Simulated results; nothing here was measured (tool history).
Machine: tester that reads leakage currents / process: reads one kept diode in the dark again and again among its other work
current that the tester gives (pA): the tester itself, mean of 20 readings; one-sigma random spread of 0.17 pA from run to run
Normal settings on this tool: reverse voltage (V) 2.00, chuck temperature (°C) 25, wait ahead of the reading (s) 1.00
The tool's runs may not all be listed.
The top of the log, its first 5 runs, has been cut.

| run | day | reverse voltage (V) | chuck temperature (°C) | wait ahead of the reading (s) | current that the tester gives (pA) |
|---|---|---|---|---|---|
| 6 | 15.946 | 10.18 | 25 | 1.00 | 140.52 |
| 7 | 17.800 | 10.18 | 25 | 1.00 | 141.04 |
| 8 | 20.271 | 10.18 | 25 | 1.00 | 141.05 |
| 9 | 24.025 | 10.18 | 25 | 1.00 | 140.94 |
| 10 | 27.479 | 2.00 | 25 | 1.00 | 54.72 |
| 11 | 29.538 | 2.00 | 25 | 1.00 | 54.80 |
| 12 | 33.200 | 2.00 | 25 | 1.00 | 54.80 |
| 13 | 36.742 | 2.00 | 25 | 1.00 | 54.70 |
| 14 | 39.812 | 2.00 | 25 | 1.00 | 54.80 |
| 15 | 42.904 | 2.00 | 25 | 1.00 | 54.75 |
| 16 | 46.346 | 2.00 | 25 | 1.00 | 54.85 |
| 17 | 50.062 | 2.00 | 25 | 2.43 | 54.24 |
| 18 | 53.071 | 2.00 | 25 | 2.43 | 54.17 |
| 19 | 55.262 | 6.45 | 39 | 0.58 | 356.35 |
| 20 | 58.112 | 1.38 | 49 | 0.92 | 321.01 |
| 21 | 61.167 | 17.52 | 25 | 0.97 | 195.08 |
| 22 | 63.075 | 17.52 | 54 | 0.78 | 2019.10 |
| 23 | 64.971 | 8.47 | 25 | 1.00 | 126.18 |
| 24 | 67.112 | 8.47 | 25 | 0.56 | 129.76 |
| 25 | 70.458 | 8.47 | 25 | 0.56 | 129.94 |

Estimate the outcome of run 26 from the log above:
| 26 | 72.383 | 1.95 | 31 | 2.17 | ? |

{"run 26": {"current that the tester gives (pA)": 90.64}}
Had the tool carried no hidden state, the very same run would have given current that the tester gives (pA) 90.79.
